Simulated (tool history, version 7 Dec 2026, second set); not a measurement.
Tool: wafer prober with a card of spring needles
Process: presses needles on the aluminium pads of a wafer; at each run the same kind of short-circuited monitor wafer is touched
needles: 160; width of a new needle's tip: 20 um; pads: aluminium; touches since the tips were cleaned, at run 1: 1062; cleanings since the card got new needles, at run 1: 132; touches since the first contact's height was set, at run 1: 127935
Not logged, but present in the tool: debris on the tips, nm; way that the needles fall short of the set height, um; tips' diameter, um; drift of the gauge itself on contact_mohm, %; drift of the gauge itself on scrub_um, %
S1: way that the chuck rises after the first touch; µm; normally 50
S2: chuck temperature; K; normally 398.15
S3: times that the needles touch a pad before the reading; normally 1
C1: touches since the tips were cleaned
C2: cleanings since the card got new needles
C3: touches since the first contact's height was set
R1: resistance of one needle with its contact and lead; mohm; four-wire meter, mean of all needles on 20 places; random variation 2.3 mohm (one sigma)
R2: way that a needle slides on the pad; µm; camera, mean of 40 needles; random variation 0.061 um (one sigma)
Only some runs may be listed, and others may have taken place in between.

run   hour  S1      S2  S3    C1   C2      C3   R1    R2
  1    0.0  50  398.15   1  1062  132  127935  261  7.69
       1.4  -- tips cleaned on abrasive film
       4.3  -- tips cleaned on abrasive film
       7.8  -- tips cleaned on abrasive film
  2    9.1  50  398.15   1   908  135  134264  266  7.73
      11.2  -- tips cleaned on abrasive film
      14.7  -- tips cleaned on abrasive film
      18.2  -- tips cleaned on abrasive film
  3   20.5  50  398.15   1  1664  138  142340  262  7.73
      21.3  -- tips cleaned on abrasive film
      24.9  -- tips cleaned on abrasive film
  4   27.5  50  398.15   1  1937  140  147252  259  7.72
      28.3  -- tips cleaned on abrasive film
      31.9  -- tips cleaned on abrasive film
      35.4  -- tips cleaned on abrasive film
  5   35.5  50  398.15   1   129  143  152811  261  7.76
      38.4  -- tips cleaned on abrasive film
      41.2  -- tips cleaned on abrasive film
      44.7  -- tips cleaned on abrasive film
      48.2  -- tips cleaned on abrasive film
  6   50.8  50  398.15   1  1832  147  163527  262  7.64
      51.6  -- tips cleaned on abrasive film
      55.0  -- tips cleaned on abrasive film
      58.5  -- tips cleaned on abrasive film
      62.0  -- tips cleaned on abrasive film
  7   64.2  50  398.15   1  1597  151  172946  263  7.74
      65.0  -- tips cleaned on abrasive film
      68.5  -- tips cleaned on abrasive film
      72.0  -- tips cleaned on abrasive film
  8   72.3  50  398.15   1   210  154  178545  258  7.67
      75.1  -- tips cleaned on abrasive film
      76.1  -- height of the first contact set anew
      78.8  -- tips cleaned on abrasive film
  9   80.2  50  398.15   1  1026  156    2951  260  7.78
      81.7  -- tips cleaned on abrasive film
      85.2  -- tips cleaned on abrasive film
 10   87.0  50  398.15   1  1289  158    7665  266  7.78
      88.4  -- tips cleaned on abrasive film
      91.9  -- tips cleaned on abrasive film
      95.4  -- tips cleaned on abrasive film
 11   97.8  50  398.15   1  1738  161   15285  266  7.72
      98.6  -- tips cleaned on abrasive film
     102.1  -- tips cleaned on abrasive film
     105.6  -- tips cleaned on abrasive film
     109.1  -- tips cleaned on abrasive film
     112.2  -- tips cleaned on abrasive film
 12  112.2  50  398.15   2     0  166   25321  259  7.80
     115.1  -- tips cleaned on abrasive film
     118.5  -- tips cleaned on abrasive film
 13  119.7  50  398.15   2   808  168   30551  264  7.78
     121.8  -- tips cleaned on abrasive film
     125.3  -- tips cleaned on abrasive film
     128.8  -- tips cleaned on abrasive film
 14  129.4  50  398.15   2   422  171   37384  265  7.77
     132.2  -- tips cleaned on abrasive film
     135.7  -- tips cleaned on abrasive film
 15  137.9  50  398.15   1  1581  173   43378  262  7.72
     138.7  -- tips cleaned on abrasive film
     141.5  -- tips cleaned on abrasive film
     145.1  -- tips cleaned on abrasive film
 16  147.4  36  398.15   1  1689  176   50020  274  5.65
     148.2  -- tips cleaned on abrasive film
     151.0  -- tips cleaned on abrasive film
     154.6  -- tips cleaned on abrasive film
 17  154.7  34  398.15   1   101  179   55064  270  5.23
     157.5  -- tips cleaned on abrasive film
     161.0  -- tips cleaned on abrasive film
     163.9  -- tips cleaned on abrasive film
     167.3  -- tips cleaned on abrasive film
 18  167.3  32  355.15   1     0  183   63879  263  5.02
     170.2  -- tips cleaned on abrasive film
     173.0  -- tips cleaned on abrasive film
 19  174.9  37  388.15   1  1337  185   69182  268  5.77
     176.3  -- tips cleaned on abrasive film
     179.7  -- tips cleaned on abrasive film
     183.3  -- tips cleaned on abrasive film
 20  183.9  37  388.15   1   442  188   75483  267  5.77
     186.7  -- tips cleaned on abrasive film
     190.2  -- tips cleaned on abrasive film
 21  191.6  37  388.15   1   988  190   80913  267  5.65
     193.7  -- tips cleaned on abrasive film
     197.2  -- tips cleaned on abrasive film
     200.1  -- tips cleaned on abrasive film
 22  201.5  52  357.15   1  1050  193   87863  252  8.05
     202.9  -- tips cleaned on abrasive film
     206.4  -- tips cleaned on abrasive film
     209.8  -- tips cleaned on abrasive film
 23  209.8  58  398.15   2     0  196   93634  261  9.04
     212.7  -- tips cleaned on abrasive film
     216.1  -- tips cleaned on abrasive film
 24  216.7  58  398.15   2   381  198   98447  256  9.06
     219.4  -- tips cleaned on abrasive film
     222.9  -- tips cleaned on abrasive film
 25  225.5  58  374.15   2  1858  200  104684  253  8.94
     226.3  -- tips cleaned on abrasive film
     229.8  -- tips cleaned on abrasive film
     233.3  -- tips cleaned on abrasive film
 26  235.5  35  307.15   1  1639  203  111697  245  5.35
     236.3  -- tips cleaned on abrasive film
     239.8  -- tips cleaned on abrasive film
 27  242.3  35  307.15   1  1805  205  116465  249  5.39
     243.1  -- tips cleaned on abrasive film
     246.6  -- tips cleaned on abrasive film
     250.1  -- tips cleaned on abrasive film
     253.7  -- tips cleaned on abrasive film
 28  255.9  33  398.15   1  1624  209  125995  274  5.16
     256.7  -- tips cleaned on abrasive film
     259.6  -- tips cleaned on abrasive film
     263.0  -- tips cleaned on abrasive film
     265.9  -- tips cleaned on abrasive film
 29  266.3  33  398.15   1   348  213  133225  278  5.05

3 ways to go on from here, each from the tool as it stands after run 29. What would each give?
     269.2  -- tips cleaned on abrasive film
     272.0  -- tips cleaned on abrasive film
     275.6  -- tips cleaned on abrasive film
  A  275.9  42  348.15   2  235  216  139903   ?   ?
     269.2  -- tips cleaned on abrasive film
     272.0  -- tips cleaned on abrasive film
     275.6  -- tips cleaned on abrasive film
  B  275.9  39  357.15   1  235  216  139903   ?   ?
     269.2  -- tips cleaned on abrasive film
     272.0  -- tips cleaned on abrasive film
     275.6  -- tips cleaned on abrasive film
  C  275.9  50  299.15   1  235  216  139903   ?   ?

run   R1    R2
  A  251  6.45
  B  257  6.06
  C  235  7.81
With the hidden condition removed and each run's random variation left untouched, the same runs would have given:
run   R1    R2
  A  251  6.45
  B  257  6.06
  C  235  7.81
